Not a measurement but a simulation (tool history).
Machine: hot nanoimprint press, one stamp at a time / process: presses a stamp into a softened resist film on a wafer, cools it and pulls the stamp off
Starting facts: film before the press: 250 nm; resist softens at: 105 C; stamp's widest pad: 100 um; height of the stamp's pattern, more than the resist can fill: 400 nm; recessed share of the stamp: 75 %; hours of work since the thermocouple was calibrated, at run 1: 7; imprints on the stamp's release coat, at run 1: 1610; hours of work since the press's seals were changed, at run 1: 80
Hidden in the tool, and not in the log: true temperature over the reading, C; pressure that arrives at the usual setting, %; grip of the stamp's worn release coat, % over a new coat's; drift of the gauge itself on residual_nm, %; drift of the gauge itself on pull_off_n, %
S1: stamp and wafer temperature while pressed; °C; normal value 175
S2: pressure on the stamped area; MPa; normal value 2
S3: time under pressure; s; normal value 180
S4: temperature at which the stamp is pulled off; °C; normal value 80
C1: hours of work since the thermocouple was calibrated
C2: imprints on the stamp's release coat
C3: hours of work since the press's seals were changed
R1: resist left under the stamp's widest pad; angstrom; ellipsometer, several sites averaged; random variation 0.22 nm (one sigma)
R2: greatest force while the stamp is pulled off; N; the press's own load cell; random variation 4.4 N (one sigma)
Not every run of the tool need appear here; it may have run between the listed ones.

run 1 hour=0 | S1=175 S2=2 S3=180 S4=80 | C1=7 C2=1610 C3=80 | R1=1023 R2=279
run 2 hour=19.3 | S1=175 S2=2 S3=180 S4=80 | C1=15 C2=1664 C3=89 | R1=1026 R2=278
run 3 hour=39.2 | S1=175 S2=2 S3=180 S4=80 | C1=24 C2=1719 C3=97 | R1=1026 R2=284
run 4 hour=67.6 | S1=175 S2=2 S3=180 S4=80 | C1=36 C2=1798 C3=109 | R1=1025 R2=286
run 5 hour=85.5 | S1=175 S2=2 S3=180 S4=80 | C1=43 C2=1848 C3=117 | R1=1026 R2=289
run 6 hour=100.8 | S1=175 S2=2 S3=180 S4=80 | C1=50 C2=1890 C3=123 | R1=1020 R2=296
run 7 hour=125.3 | S1=175 S2=2 S3=180 S4=80 | C1=60 C2=1958 C3=134 | R1=1024 R2=300
run 8 hour=153.6 | S1=178 S2=2 S3=180 S4=80 | C1=72 C2=2036 C3=146 | R1=901 R2=296
run 9 hour=170.1 | S1=178 S2=2 S3=180 S4=80 | C1=79 C2=2082 C3=153 | R1=896 R2=293
run 10 hour=194.3 | S1=178 S2=2 S3=180 S4=80 | C1=90 C2=2149 C3=163 | R1=895 R2=298
run 11 hour=221.4 | S1=178 S2=2 S3=180 S4=80 | C1=101 C2=2224 C3=175 | R1=896 R2=298
run 12 hour=247.7 | S1=175 S2=1.62 S3=180 S4=80 | C1=113 C2=2297 C3=186 | R1=1153 R2=310
run 13 hour=275.8 | S1=175 S2=2 S3=103 S4=80 | C1=125 C2=2375 C3=198 | R1=1219 R2=317
run 14 hour=291.6 | S1=175 S2=2 S3=180 S4=80 | C1=131 C2=2419 C3=205 | R1=1017 R2=318
-- hour=305.2 stamp cleaned and given a new release coat
run 15 hour=310.8 | S1=175 S2=1.79 S3=180 S4=80 | C1=137 C2=15 C3=210 | R1=1084 R2=210
run 16 hour=323.5 | S1=175 S2=1.98 S3=180 S4=80 | C1=142 C2=51 C3=216 | R1=1023 R2=219
run 17 hour=348 | S1=175 S2=1.98 S3=180 S4=80 | C1=153 C2=118 C3=226 | R1=1022 R2=210
run 18 hour=363.6 | S1=175 S2=1.98 S3=180 S4=80 | C1=159 C2=162 C3=233 | R1=1019 R2=210
run 19 hour=385.5 | S1=165 S2=2.79 S3=144 S4=80 | C1=169 C2=222 C3=242 | R1=1411 R2=219
run 20 hour=413.5 | S1=183 S2=2 S3=180 S4=84 | C1=181 C2=300 C3=254 | R1=726 R2=193
run 21 hour=437.6 | S1=183 S2=2 S3=180 S4=84 | C1=191 C2=367 C3=264 | R1=722 R2=203
run 22 hour=454.2 | S1=165 S2=2 S3=180 S4=84 | C1=198 C2=413 C3=272 | R1=1555 R2=204
run 23 hour=476.2 | S1=173 S2=1.37 S3=180 S4=70 | C1=207 C2=474 C3=281 | R1=1353 R2=280
run 24 hour=503 | S1=175 S2=2.08 S3=132 S4=75 | C1=219 C2=548 C3=292 | R1=1095 R2=265
run 25 hour=526 | S1=175 S2=2.08 S3=132 S4=75 | C1=229 C2=612 C3=302 | R1=1094 R2=270

Forecast run 26:
run 26 hour=552.7 | S1=175 S2=2 S3=201 S4=76 | C1=240 C2=686 C3=314 | R1=? R2=?

{"run 26": {"R1": 972, "R2": 254}}
On a tool with no hidden condition, and with the same random variation, this run would have come out at R1 1003 angstrom, R2 230 N.
